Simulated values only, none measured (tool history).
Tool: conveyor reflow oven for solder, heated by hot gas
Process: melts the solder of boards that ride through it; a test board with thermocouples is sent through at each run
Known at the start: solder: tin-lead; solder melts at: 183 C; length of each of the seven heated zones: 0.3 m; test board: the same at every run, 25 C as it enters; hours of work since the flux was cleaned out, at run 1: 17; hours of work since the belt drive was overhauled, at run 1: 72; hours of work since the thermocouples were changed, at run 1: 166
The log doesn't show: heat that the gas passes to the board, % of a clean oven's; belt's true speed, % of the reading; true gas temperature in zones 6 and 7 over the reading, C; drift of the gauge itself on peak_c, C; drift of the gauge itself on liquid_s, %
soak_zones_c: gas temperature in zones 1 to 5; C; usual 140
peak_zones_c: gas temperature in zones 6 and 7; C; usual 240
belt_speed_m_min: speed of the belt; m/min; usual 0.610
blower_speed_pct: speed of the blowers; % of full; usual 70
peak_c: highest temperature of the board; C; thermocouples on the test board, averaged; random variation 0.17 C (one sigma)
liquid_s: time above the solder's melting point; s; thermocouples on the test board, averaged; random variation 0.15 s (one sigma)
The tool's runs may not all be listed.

run   hour  soak_zones_c  peak_zones_c  belt_speed_m_min  blower_speed_pct  hours of work since the flux was cleaned out  hours of work since the belt drive was overhauled  hours of work since the thermocouples were changed  peak_c  liquid_s
  1    0.0           140           240             0.610                70                                            17                                                 72                                                 166   223.8      48.3
  2   13.8           146           240             0.610                70                                            26                                                 81                                                 175   224.9      50.1
  3   33.8           140           240             0.610                70                                            39                                                 93                                                 188   224.0      48.4
  4   51.9           140           240             0.610                70                                            50                                                105                                                 200   223.9      48.5
  5   65.4           140           240             0.610                70                                            59                                                114                                                 208   223.7      48.3
  6   77.6           140           240             0.610                70                                            67                                                122                                                 216   223.8      48.4
  7   98.1           140           240             0.592                70                                            80                                                135                                                 229   224.6      50.4
  8  117.9           140           240             0.592                70                                            93                                                147                                                 242   224.5      50.3
  9  132.9           140           240             0.592                70                                           102                                                157                                                 251   224.4      50.3
     138.4  -- belt drive overhauled, speed set with a stopwatch
 10  149.8           140           240             0.592                70                                           111                                                  7                                                 260   224.6      50.6
 11  169.5           140           240             0.592                70                                           123                                                 20                                                 272   224.5      50.4
 12  184.4           140           240             0.563                70                                           133                                                 29                                                 282   225.5      53.9
 13  197.8           140           240             0.610                70                                           141                                                 38                                                 290   223.5      48.7
 14  207.8           140           240             0.610                70                                           148                                                 44                                                 297   223.0      48.4
 15  219.3           140           240             0.610                70                                           155                                                 52                                                 304   223.5      48.5
     228.0  -- belt drive overhauled, speed set with a stopwatch, once more
 16  240.1           140           240             0.610                52                                           166                                                  8                                                 315   219.3      44.9
 17  256.8           140           240             0.610                52                                           177                                                 18                                                 326   218.9      45.1
 18  275.6           140           240             0.610                52                                           189                                                 30                                                 338   219.0      45.2
 19  286.6           144           240             0.722                52                                           196                                                 38                                                 345   213.1      35.2
 20  303.4           140           240             0.722                63                                           206                                                 48                                                 355   215.3      35.6
 21  321.4           140           240             0.722                63                                           218                                                 60                                                 367   215.4      35.9
 22  338.8           140           232             0.610                70                                           229                                                 71                                                 378   215.8      44.0
 23  351.9           151           240             0.519                77                                           237                                                 79                                                 386   229.7      63.6
 24  365.0           140           241             0.610                72                                           246                                                 88                                                 395   223.7      48.2
 25  382.5           135           246             0.610                51                                           257                                                 99                                                 406   222.3      45.5
     394.1  -- flux residue cleaned out of gas plates and filters
 26  405.8           135           246             0.610                51                                             7                                                111                                                 418   223.1      46.5
 27  422.5           148           246             0.539                51                                            18                                                121                                                 428   230.2      60.5
 28  441.9           148           246             0.539                51                                            31                                                134                                                 441   229.9      60.5
 29  458.0           151           254             0.610                68                                            41                                                144                                                 451   237.2      57.0
 30  470.9           134           249             0.510                70                                            49                                                152                                                 459   236.2      62.7
 31  488.6           134           229             0.519                64                                            61                                                164                                                 471   216.3      51.4

Forecast each of these 4 alternatives for the next run:
  A  509.8           134           253             0.729                57                                            74                                                177                                                 484       ?         ?
  B  509.8           130           240             0.724                70                                            74                                                177                                                 484       ?         ?
  C  509.8           134           229             0.532                64                                            74                                                177                                                 484       ?         ?
  D  509.8           126           240             0.648                70                                            74                                                177                                                 484       ?         ?

run  peak_c  liquid_s
  A   222.6      38.3
  B   215.4      33.8
  C   215.8      49.4
  D   218.9      39.5
Without the tool's hidden state the same runs would have given:
run  peak_c  liquid_s
  A   223.5      38.5
  B   216.3      34.2
  C   216.6      49.8
  D   219.8      39.9
